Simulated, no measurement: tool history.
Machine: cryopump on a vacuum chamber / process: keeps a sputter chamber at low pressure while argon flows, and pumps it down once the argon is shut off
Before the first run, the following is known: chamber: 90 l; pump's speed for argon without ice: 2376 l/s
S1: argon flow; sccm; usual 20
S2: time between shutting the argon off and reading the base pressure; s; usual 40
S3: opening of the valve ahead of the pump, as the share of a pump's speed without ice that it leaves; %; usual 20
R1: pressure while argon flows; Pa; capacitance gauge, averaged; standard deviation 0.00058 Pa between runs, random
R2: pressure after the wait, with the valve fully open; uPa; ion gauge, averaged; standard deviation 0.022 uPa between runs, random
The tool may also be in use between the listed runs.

{"run": 1, "hour": 0.0, "S1": 20, "S2": 40, "S3": 20, "R1": 0.0706, "R2": 1.24}
{"run": 2, "hour": 36.1, "S1": 20, "S2": 40, "S3": 20, "R1": 0.072, "R2": 1.24}
{"run": 3, "hour": 57.6, "S1": 20, "S2": 40, "S3": 48, "R1": 0.0301, "R2": 1.27}
{"run": 4, "hour": 76.9, "S1": 20, "S2": 40, "S3": 48, "R1": 0.0304, "R2": 1.23}
{"run": 5, "hour": 117.0, "S1": 20, "S2": 40, "S3": 48, "R1": 0.03, "R2": 1.25}
{"run": 6, "hour": 135.7, "S1": 21, "S2": 40, "S3": 20, "R1": 0.0749, "R2": 1.23}
{"run": 7, "hour": 162.3, "S1": 21, "S2": 40, "S3": 20, "R1": 0.076, "R2": 1.32}
{"run": 8, "hour": 196.1, "S1": 21, "S2": 40, "S3": 20, "R1": 0.0752, "R2": 1.37}
{"run": 9, "hour": 221.3, "S1": 21, "S2": 40, "S3": 20, "R1": 0.0746, "R2": 1.3}
{"run": 10, "hour": 261.0, "S1": 21, "S2": 40, "S3": 20, "R1": 0.0753, "R2": 1.38}
{"run": 11, "hour": 294.4, "S1": 18, "S2": 40, "S3": 20, "R1": 0.0648, "R2": 1.32}
{"run": 12, "hour": 318.3, "S1": 18, "S2": 40, "S3": 20, "R1": 0.0653, "R2": 1.32}
{"run": 13, "hour": 342.4, "S1": 18, "S2": 40, "S3": 20, "R1": 0.0651, "R2": 1.4}
{"run": 14, "hour": 383.1, "S1": 20, "S2": 28, "S3": 37, "R1": 0.0394, "R2": 1.6}
{"run": 15, "hour": 403.4, "S1": 11, "S2": 242, "S3": 33, "R1": 0.025, "R2": 1.01}
{"run": 16, "hour": 440.5, "S1": 11, "S2": 242, "S3": 33, "R1": 0.0247, "R2": 1.05}
{"run": 17, "hour": 470.8, "S1": 11, "S2": 242, "S3": 33, "R1": 0.0245, "R2": 1.03}

Alternative continuations, all from the tool just after run 17; predict every row:
{"run": "A", "hour": 499.8, "S1": 17, "S2": 93, "S3": 54, "R1": "?", "R2": "?"}
{"run": "B", "hour": 499.8, "S1": 20, "S2": 197, "S3": 37, "R1": "?", "R2": "?"}
{"run": "C", "hour": 499.8, "S1": 31, "S2": 58, "S3": 25, "R1": "?", "R2": "?"}
{"run": "D", "hour": 499.8, "S1": 17, "S2": 81, "S3": 17, "R1": "?", "R2": "?"}
{"run": "E", "hour": 499.8, "S1": 19, "S2": 51, "S3": 60, "R1": "?", "R2": "?"}

run=A R1=0.0243 R2=1.15
run=B R1=0.0405 R2=1.08
run=C R1=0.0913 R2=1.27
run=D R1=0.0725 R2=1.21
run=E R1=0.0251 R2=1.35
What these runs would have given with no unlogged condition in the tool:
run=A R1=0.0227 R2=0.30
run=B R1=0.0385 R2=0.24
run=C R1=0.0883 R2=0.45
run=D R1=0.0709 R2=0.37
run=E R1=0.0233 R2=0.49

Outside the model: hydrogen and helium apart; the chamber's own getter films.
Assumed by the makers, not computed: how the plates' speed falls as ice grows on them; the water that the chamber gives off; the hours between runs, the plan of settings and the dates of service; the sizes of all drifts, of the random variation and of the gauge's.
